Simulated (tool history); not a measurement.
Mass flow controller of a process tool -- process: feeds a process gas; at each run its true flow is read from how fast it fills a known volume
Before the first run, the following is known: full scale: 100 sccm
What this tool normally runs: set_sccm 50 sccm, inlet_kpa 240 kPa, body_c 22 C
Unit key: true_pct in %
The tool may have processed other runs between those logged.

{"run": 1, "day": 0.0, "set_sccm": 50, "inlet_kpa": 240, "body_c": 22, "true_pct": 97.37}
{"run": 2, "day": 7.429, "set_sccm": 50, "inlet_kpa": 240, "body_c": 22, "true_pct": 97.39}
{"run": 3, "day": 16.421, "set_sccm": 50, "inlet_kpa": 240, "body_c": 22, "true_pct": 97.48}
{"run": 4, "day": 28.208, "set_sccm": 50, "inlet_kpa": 240, "body_c": 22, "true_pct": 97.45}
{"run": 5, "day": 36.662, "set_sccm": 50, "inlet_kpa": 240, "body_c": 22, "true_pct": 97.52}
{"run": 6, "day": 49.733, "set_sccm": 50, "inlet_kpa": 240, "body_c": 39, "true_pct": 96.53}
{"run": 7, "day": 64.871, "set_sccm": 50, "inlet_kpa": 240, "body_c": 39, "true_pct": 96.52}
{"run": 8, "day": 80.038, "set_sccm": 50, "inlet_kpa": 240, "body_c": 22, "true_pct": 97.6}
{"run": 9, "day": 86.583, "set_sccm": 50, "inlet_kpa": 240, "body_c": 22, "true_pct": 97.5}
{"run": 10, "day": 98.829, "set_sccm": 50, "inlet_kpa": 240, "body_c": 31, "true_pct": 97.11}
{"day": 99.475, "done": "controller's zero set anew"}
{"run": 11, "day": 112.546, "set_sccm": 50, "inlet_kpa": 240, "body_c": 31, "true_pct": 97.47}
{"run": 12, "day": 122.829, "set_sccm": 41, "inlet_kpa": 240, "body_c": 37, "true_pct": 97.19}
{"run": 13, "day": 134.754, "set_sccm": 89, "inlet_kpa": 160, "body_c": 31, "true_pct": 98.02}
{"run": 14, "day": 141.512, "set_sccm": 68, "inlet_kpa": 173, "body_c": 31, "true_pct": 97.89}
{"run": 15, "day": 155.204, "set_sccm": 26, "inlet_kpa": 179, "body_c": 31, "true_pct": 98.95}
{"day": 161.908, "done": "controller's zero set anew, once more"}
{"run": 16, "day": 164.796, "set_sccm": 26, "inlet_kpa": 179, "body_c": 31, "true_pct": 96.89}
{"run": 17, "day": 179.492, "set_sccm": 26, "inlet_kpa": 149, "body_c": 29, "true_pct": 97.19}
{"run": 18, "day": 194.283, "set_sccm": 31, "inlet_kpa": 186, "body_c": 30, "true_pct": 96.93}
{"run": 19, "day": 207.471, "set_sccm": 14, "inlet_kpa": 161, "body_c": 30, "true_pct": 97.62}
{"run": 20, "day": 221.021, "set_sccm": 18, "inlet_kpa": 161, "body_c": 38, "true_pct": 97.23}
{"run": 21, "day": 235.25, "set_sccm": 18, "inlet_kpa": 161, "body_c": 38, "true_pct": 97.37}
{"run": 22, "day": 247.729, "set_sccm": 18, "inlet_kpa": 161, "body_c": 38, "true_pct": 97.51}

Measured minus without-hidden-state, run by run (identical run-to-run variation in each term; gauge scatter may differ):
The hidden state here: flow at rest that the sensor doesn't see, % of full scale; true flow over the shown one, %; drift of the gauge itself on true_pct, %.
run=1 true_pct=-2.04
run=2 true_pct=-2.02
run=3 true_pct=-2.01
run=4 true_pct=-1.99
run=5 true_pct=-1.97
run=6 true_pct=-1.94
run=7 true_pct=-1.92
run=8 true_pct=-1.89
run=9 true_pct=-1.88
run=10 true_pct=-1.86
run=11 true_pct=-1.51
run=12 true_pct=-1.26
run=13 true_pct=-1.97
run=14 true_pct=-1.77
run=15 true_pct=-0.30
run=16 true_pct=-2.44
run=17 true_pct=-2.34
run=18 true_pct=-2.34
run=19 true_pct=-1.55
run=20 true_pct=-1.69
run=21 true_pct=-1.52
run=22 true_pct=-1.38
